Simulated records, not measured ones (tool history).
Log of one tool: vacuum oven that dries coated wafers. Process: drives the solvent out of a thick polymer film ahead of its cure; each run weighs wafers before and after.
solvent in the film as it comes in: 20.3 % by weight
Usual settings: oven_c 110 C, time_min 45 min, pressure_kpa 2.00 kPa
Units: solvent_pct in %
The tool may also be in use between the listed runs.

run	day	oven_c	time_min	pressure_kpa	solvent_pct
1	0.000	110	45	2.00	5.09
2	0.646	110	45	3.33	5.60
3	1.646	110	45	2.00	5.18
4	2.912	110	45	2.00	5.13
5	3.471	110	45	2.00	5.12
6	4.371	110	45	2.00	5.10
7	5.329	110	45	2.00	5.06
8	6.108	110	45	2.00	5.13
9	6.917	110	45	2.00	5.09
# day 7.092: vacuum gauge cleaned of residue and calibrated
10	7.829	110	45	2.00	5.12
11	8.633	110	45	2.00	5.22
12	9.833	110	45	2.00	5.25
13	11.088	110	45	2.00	5.27
# day 11.446: vacuum gauge cleaned of residue and calibrated, once more
14	12.142	110	45	2.00	5.15
15	13.179	99	45	2.00	8.29
16	14.467	99	45	2.00	8.21
17	15.050	99	45	2.00	8.17
18	16.288	110	74	5.37	4.05
19	17.346	104	45	2.00	6.83
20	18.096	104	45	2.00	6.92
21	18.775	104	45	2.00	6.80
22	19.771	104	30	1.81	8.98
23	20.858	104	30	1.81	9.09

Forecast each of these 4 alternatives for the next run:
A	21.842	102	46	4.02	?
B	21.842	110	22	2.00	?
C	21.842	110	28	2.00	?
D	21.842	118	48	5.82	?

run	solvent_pct
A	8.05
B	9.27
C	8.04
D	4.08
Without the tool's hidden state the same runs would have given:
run	solvent_pct
A	7.71
B	8.99
C	7.74
D	3.83
